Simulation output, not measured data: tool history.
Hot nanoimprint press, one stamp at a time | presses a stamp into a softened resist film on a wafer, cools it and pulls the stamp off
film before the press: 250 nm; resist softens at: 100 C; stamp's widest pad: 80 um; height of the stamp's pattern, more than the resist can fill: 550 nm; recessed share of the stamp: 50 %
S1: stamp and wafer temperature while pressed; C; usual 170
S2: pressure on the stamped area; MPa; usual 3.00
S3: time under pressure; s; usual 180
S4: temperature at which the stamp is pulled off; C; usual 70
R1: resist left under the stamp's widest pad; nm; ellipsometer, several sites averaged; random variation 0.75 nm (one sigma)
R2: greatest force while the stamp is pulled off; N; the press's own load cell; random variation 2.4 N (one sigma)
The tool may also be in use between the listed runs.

run     day   S1    S2   S3  S4     R1   R2
  1   0.000  170  3.00  180  70   93.6  109
  2   0.579  170  3.00  180  70   95.8  110
  3   0.988  170  3.00  180  70   95.9  110
  4   1.883  170  2.69  180  70  100.4  109
  5   2.588  170  2.69  180  70   99.5  111
  6   3.108  166  2.69  180  70  116.7  108
  7   3.583  166  2.69  180  70  117.3  108
  8   4.179  170  3.96  180  70   82.2  106
  9   5.029  170  3.96  180  70   82.2  113
 10   5.688  170  3.96  180  70   79.9  115
 11   6.112  170  3.96  180  70   81.4  109
 12   6.529  170  3.00  149  70  102.0  115
 13   6.933  170  3.00  180  70   93.5  110
 14   7.554  170  3.00  180  70   94.0  111
 15   8.488  170  2.06  180  70  114.2  108
 16   8.875  171  2.63  180  70   97.8  110
      9.204  -- stamp cleaned and given a new release coat
 17   9.588  171  2.63  180  70   97.4  104
 18  10.042  171  2.63  180  70   97.8  110
 19  10.554  164  3.00  171  70  127.2  111
 20  11.142  176  3.00  171  77   75.7   85
     11.538  -- plate thermocouple calibrated
 21  11.950  176  3.00  171  77   76.0   90
 22  12.442  170  3.00  160  71   98.3  104
 23  12.979  177  2.15  100  74  104.9   94
 24  13.662  170  3.41  180  69   88.1  108
 25  14.058  170  3.41   93  63  112.5  127
 26  14.950  174  2.61   93  63  110.2  126
 27  15.729  170  3.13  180  77   91.5   86
 28  16.462  164  2.20  236  77  126.6   90

Run 29 comes next. What will it give?
 29  16.954  164  2.20  236  77   ?   ?

{"run 29": {"R1": 126.1, "R2": 89}}
Without the tool's hidden state the same run would have given R1 125.9 nm, R2 89 N.
